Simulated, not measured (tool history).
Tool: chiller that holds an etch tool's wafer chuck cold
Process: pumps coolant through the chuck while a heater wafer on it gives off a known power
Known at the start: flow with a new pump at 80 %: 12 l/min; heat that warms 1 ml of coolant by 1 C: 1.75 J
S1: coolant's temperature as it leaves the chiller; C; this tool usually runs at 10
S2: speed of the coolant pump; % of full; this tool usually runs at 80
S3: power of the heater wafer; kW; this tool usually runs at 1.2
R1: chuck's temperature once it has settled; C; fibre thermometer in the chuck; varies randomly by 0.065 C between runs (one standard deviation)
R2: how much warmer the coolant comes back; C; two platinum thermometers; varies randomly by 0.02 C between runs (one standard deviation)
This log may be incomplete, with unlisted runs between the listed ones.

{"run": 1, "day": 0.0, "S1": 10, "S2": 80, "S3": 1.2, "R1": 18.68, "R2": 3.47}
{"run": 2, "day": 1.762, "S1": 10, "S2": 80, "S3": 1.2, "R1": 18.94, "R2": 3.41}
{"run": 3, "day": 3.738, "S1": 10, "S2": 80, "S3": 1.2, "R1": 18.81, "R2": 3.43}
{"run": 4, "day": 4.95, "S1": 10, "S2": 80, "S3": 1.2, "R1": 18.79, "R2": 3.44}
{"run": 5, "day": 6.7, "S1": 10, "S2": 80, "S3": 1.2, "R1": 18.71, "R2": 3.47}
{"run": 6, "day": 7.742, "S1": 10, "S2": 80, "S3": 1.2, "R1": 18.8, "R2": 3.4}
{"run": 7, "day": 9.617, "S1": 10, "S2": 80, "S3": 1.2, "R1": 18.82, "R2": 3.48}
{"run": 8, "day": 11.542, "S1": 10, "S2": 83, "S3": 1.2, "R1": 18.34, "R2": 3.34}
{"run": 9, "day": 12.671, "S1": 10, "S2": 80, "S3": 1.2, "R1": 18.63, "R2": 3.43}
{"run": 10, "day": 14.679, "S1": 10, "S2": 80, "S3": 1.2, "R1": 18.71, "R2": 3.45}
{"run": 11, "day": 15.858, "S1": 10, "S2": 80, "S3": 1.2, "R1": 18.68, "R2": 3.42}
{"run": 12, "day": 17.862, "S1": 10, "S2": 80, "S3": 1.2, "R1": 18.57, "R2": 3.47}
{"run": 13, "day": 19.779, "S1": 10, "S2": 64, "S3": 1.2, "R1": 20.4, "R2": 4.29}
{"run": 14, "day": 21.379, "S1": 10, "S2": 80, "S3": 0.964, "R1": 16.98, "R2": 2.75}
{"run": 15, "day": 22.583, "S1": 10, "S2": 80, "S3": 1.2, "R1": 18.55, "R2": 3.43}
{"run": 16, "day": 24.288, "S1": 10, "S2": 80, "S3": 0.72, "R1": 15.15, "R2": 2.05}
{"run": 17, "day": 26.183, "S1": 10, "S2": 75, "S3": 0.889, "R1": 16.67, "R2": 2.74}
{"run": 18, "day": 27.929, "S1": 10, "S2": 75, "S3": 0.889, "R1": 16.61, "R2": 2.71}
{"run": 19, "day": 28.892, "S1": 10, "S2": 75, "S3": 0.889, "R1": 16.67, "R2": 2.75}
{"run": 20, "day": 30.212, "S1": 10, "S2": 80, "S3": 1.123, "R1": 18.05, "R2": 3.24}
{"run": 21, "day": 32.029, "S1": 1, "S2": 64, "S3": 1.191, "R1": 11.33, "R2": 4.29}
{"run": 22, "day": 33.629, "S1": 7, "S2": 97, "S3": 1.786, "R1": 17.84, "R2": 4.22}
{"run": 23, "day": 34.858, "S1": 7, "S2": 97, "S3": 1.786, "R1": 17.9, "R2": 4.23}
{"run": 24, "day": 36.408, "S1": 7, "S2": 97, "S3": 1.786, "R1": 17.9, "R2": 4.23}
{"run": 25, "day": 37.742, "S1": 17, "S2": 80, "S3": 1.158, "R1": 25.31, "R2": 3.33}
{"run": 26, "day": 38.825, "S1": 4, "S2": 61, "S3": 0.958, "R1": 12.62, "R2": 3.61}
{"run": 27, "day": 40.783, "S1": 12, "S2": 81, "S3": 0.823, "R1": 17.65, "R2": 2.33}
{"run": 28, "day": 42.733, "S1": 12, "S2": 92, "S3": 0.823, "R1": 16.96, "R2": 2.09}
{"run": 29, "day": 44.742, "S1": 14, "S2": 72, "S3": 1.104, "R1": 22.43, "R2": 3.51}
{"run": 30, "day": 46.317, "S1": 8, "S2": 94, "S3": 1.199, "R1": 15.39, "R2": 2.93}
{"run": 31, "day": 47.858, "S1": 5, "S2": 80, "S3": 1.2, "R1": 13.48, "R2": 3.44}

Alternative continuations, all from the tool just after run 31; predict every row:
{"run": "A", "day": 49.3, "S1": 18, "S2": 80, "S3": 1.536, "R1": "?", "R2": "?"}
{"run": "B", "day": 49.3, "S1": 10, "S2": 80, "S3": 0.707, "R1": "?", "R2": "?"}
{"run": "C", "day": 49.3, "S1": 10, "S2": 82, "S3": 0.632, "R1": "?", "R2": "?"}
{"run": "D", "day": 49.3, "S1": 13, "S2": 62, "S3": 1.2, "R1": "?", "R2": "?"}

run=A R1=28.77 R2=4.42
run=B R1=14.88 R2=2.05
run=C R1=14.15 R2=1.76
run=D R1=23.57 R2=4.49
What these runs would have given with no unlogged condition in the tool:
run=A R1=29.07 R2=4.41
run=B R1=15.19 R2=2.04
run=C R1=14.47 R2=1.76
run=D R1=23.87 R2=4.48
